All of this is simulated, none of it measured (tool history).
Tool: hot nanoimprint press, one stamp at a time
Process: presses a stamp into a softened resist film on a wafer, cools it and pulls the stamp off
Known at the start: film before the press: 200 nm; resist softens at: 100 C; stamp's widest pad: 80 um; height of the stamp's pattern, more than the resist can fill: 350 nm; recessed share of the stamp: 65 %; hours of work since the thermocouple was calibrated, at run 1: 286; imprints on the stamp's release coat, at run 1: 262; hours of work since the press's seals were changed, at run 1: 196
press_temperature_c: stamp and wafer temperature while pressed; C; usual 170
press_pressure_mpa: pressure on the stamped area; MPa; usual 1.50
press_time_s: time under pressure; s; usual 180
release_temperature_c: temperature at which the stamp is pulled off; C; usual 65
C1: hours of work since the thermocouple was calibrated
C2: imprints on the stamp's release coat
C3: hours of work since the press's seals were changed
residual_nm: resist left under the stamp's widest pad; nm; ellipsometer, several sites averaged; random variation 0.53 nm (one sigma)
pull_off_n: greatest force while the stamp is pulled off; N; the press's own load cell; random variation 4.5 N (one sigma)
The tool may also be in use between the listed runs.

run 1 day=0.000 | press_temperature_c=170 press_pressure_mpa=1.50 press_time_s=180 release_temperature_c=65 | C1=286 C2=262 C3=196 | residual_nm=87.7 pull_off_n=214
run 2 day=0.850 | press_temperature_c=170 press_pressure_mpa=1.50 press_time_s=180 release_temperature_c=65 | C1=299 C2=358 C3=209 | residual_nm=86.1 pull_off_n=219
run 3 day=1.821 | press_temperature_c=170 press_pressure_mpa=1.50 press_time_s=180 release_temperature_c=65 | C1=313 C2=468 C3=223 | residual_nm=87.4 pull_off_n=217
run 4 day=3.071 | press_temperature_c=170 press_pressure_mpa=1.50 press_time_s=180 release_temperature_c=65 | C1=331 C2=609 C3=241 | residual_nm=86.2 pull_off_n=227
run 5 day=4.325 | press_temperature_c=170 press_pressure_mpa=1.50 press_time_s=180 release_temperature_c=65 | C1=349 C2=750 C3=259 | residual_nm=87.0 pull_off_n=223
run 6 day=5.500 | press_temperature_c=170 press_pressure_mpa=1.50 press_time_s=180 release_temperature_c=69 | C1=366 C2=883 C3=276 | residual_nm=88.2 pull_off_n=213
run 7 day=6.338 | press_temperature_c=170 press_pressure_mpa=1.50 press_time_s=180 release_temperature_c=66 | C1=379 C2=978 C3=289 | residual_nm=87.8 pull_off_n=212
run 8 day=6.975 | press_temperature_c=170 press_pressure_mpa=1.50 press_time_s=180 release_temperature_c=72 | C1=388 C2=1050 C3=298 | residual_nm=87.4 pull_off_n=204
run 9 day=8.042 | press_temperature_c=170 press_pressure_mpa=1.50 press_time_s=180 release_temperature_c=72 | C1=403 C2=1170 C3=313 | residual_nm=88.4 pull_off_n=203
run 10 day=8.788 | press_temperature_c=170 press_pressure_mpa=1.50 press_time_s=180 release_temperature_c=72 | C1=414 C2=1254 C3=324 | residual_nm=87.0 pull_off_n=195
run 11 day=9.471 | press_temperature_c=170 press_pressure_mpa=1.50 press_time_s=180 release_temperature_c=72 | C1=424 C2=1332 C3=334 | residual_nm=87.4 pull_off_n=200
run 12 day=10.721 | press_temperature_c=170 press_pressure_mpa=1.50 press_time_s=180 release_temperature_c=72 | C1=443 C2=1473 C3=353 | residual_nm=87.9 pull_off_n=201
run 13 day=11.996 | press_temperature_c=170 press_pressure_mpa=1.50 press_time_s=91 release_temperature_c=65 | C1=461 C2=1617 C3=371 | residual_nm=112.7 pull_off_n=219
run 14 day=13.354 | press_temperature_c=170 press_pressure_mpa=1.50 press_time_s=91 release_temperature_c=65 | C1=481 C2=1770 C3=391 | residual_nm=111.1 pull_off_n=226
-- day=14.512 stamp cleaned and given a new release coat
run 15 day=14.771 | press_temperature_c=170 press_pressure_mpa=1.50 press_time_s=91 release_temperature_c=65 | C1=498 C2=29 C3=408 | residual_nm=112.0 pull_off_n=219
run 16 day=16.171 | press_temperature_c=175 press_pressure_mpa=1.59 press_time_s=163 release_temperature_c=58 | C1=518 C2=187 C3=428 | residual_nm=71.3 pull_off_n=238
run 17 day=16.867 | press_temperature_c=176 press_pressure_mpa=1.52 press_time_s=180 release_temperature_c=65 | C1=529 C2=266 C3=439 | residual_nm=65.8 pull_off_n=216
-- day=17.371 plate thermocouple calibrated
run 18 day=18.108 | press_temperature_c=176 press_pressure_mpa=1.52 press_time_s=180 release_temperature_c=65 | C1=11 C2=392 C3=455 | residual_nm=65.7 pull_off_n=218
run 19 day=19.129 | press_temperature_c=176 press_pressure_mpa=1.52 press_time_s=132 release_temperature_c=65 | C1=26 C2=507 C3=470 | residual_nm=75.6 pull_off_n=220
run 20 day=20.583 | press_temperature_c=176 press_pressure_mpa=1.52 press_time_s=132 release_temperature_c=65 | C1=47 C2=671 C3=491 | residual_nm=74.5 pull_off_n=218
run 21 day=21.342 | press_temperature_c=175 press_pressure_mpa=1.10 press_time_s=132 release_temperature_c=50 | C1=58 C2=757 C3=502 | residual_nm=90.1 pull_off_n=262
run 22 day=22.571 | press_temperature_c=175 press_pressure_mpa=1.10 press_time_s=132 release_temperature_c=50 | C1=76 C2=896 C3=520 | residual_nm=90.9 pull_off_n=253
run 23 day=23.425 | press_temperature_c=170 press_pressure_mpa=1.50 press_time_s=142 release_temperature_c=62 | C1=88 C2=992 C3=532 | residual_nm=96.0 pull_off_n=222
run 24 day=24.962 | press_temperature_c=181 press_pressure_mpa=2.30 press_time_s=180 release_temperature_c=65 | C1=111 C2=1166 C3=555 | residual_nm=42.1 pull_off_n=216
run 25 day=25.767 | press_temperature_c=181 press_pressure_mpa=2.30 press_time_s=180 release_temperature_c=65 | C1=122 C2=1257 C3=567 | residual_nm=42.7 pull_off_n=220
run 26 day=27.238 | press_temperature_c=181 press_pressure_mpa=1.19 press_time_s=270 release_temperature_c=58 | C1=144 C2=1423 C3=588 | residual_nm=49.1 pull_off_n=236
run 27 day=28.329 | press_temperature_c=181 press_pressure_mpa=1.19 press_time_s=270 release_temperature_c=58 | C1=160 C2=1546 C3=604 | residual_nm=50.0 pull_off_n=252
run 28 day=29.621 | press_temperature_c=181 press_pressure_mpa=1.19 press_time_s=270 release_temperature_c=58 | C1=179 C2=1692 C3=623 | residual_nm=50.4 pull_off_n=241
run 29 day=31.062 | press_temperature_c=178 press_pressure_mpa=1.19 press_time_s=196 release_temperature_c=58 | C1=200 C2=1855 C3=644 | residual_nm=65.7 pull_off_n=242
-- day=31.467 stamp cleaned and given a new release coat
run 30 day=32.475 | press_temperature_c=178 press_pressure_mpa=1.19 press_time_s=196 release_temperature_c=58 | C1=217 C2=113 C3=661 | residual_nm=65.9 pull_off_n=246

Forecast each of these 4 alternatives for the next run:
run A day=33.333 | press_temperature_c=170 press_pressure_mpa=1.52 press_time_s=127 release_temperature_c=65 | C1=229 C2=210 C3=673 | residual_nm=? pull_off_n=?
run B day=33.333 | press_temperature_c=170 press_pressure_mpa=1.50 press_time_s=101 release_temperature_c=65 | C1=229 C2=210 C3=673 | residual_nm=? pull_off_n=?
run C day=33.333 | press_temperature_c=170 press_pressure_mpa=1.75 press_time_s=180 release_temperature_c=65 | C1=229 C2=210 C3=673 | residual_nm=? pull_off_n=?
run D day=33.333 | press_temperature_c=171 press_pressure_mpa=1.57 press_time_s=196 release_temperature_c=71 | C1=229 C2=210 C3=673 | residual_nm=? pull_off_n=?

run=A residual_nm=99.4 pull_off_n=222
run=B residual_nm=107.3 pull_off_n=213
run=C residual_nm=81.6 pull_off_n=225
run=D residual_nm=78.9 pull_off_n=203
Without the tool's hidden state the same runs would have given:
run=A residual_nm=99.3 pull_off_n=222
run=B residual_nm=107.2 pull_off_n=213
run=C residual_nm=81.5 pull_off_n=225
run=D residual_nm=78.8 pull_off_n=203
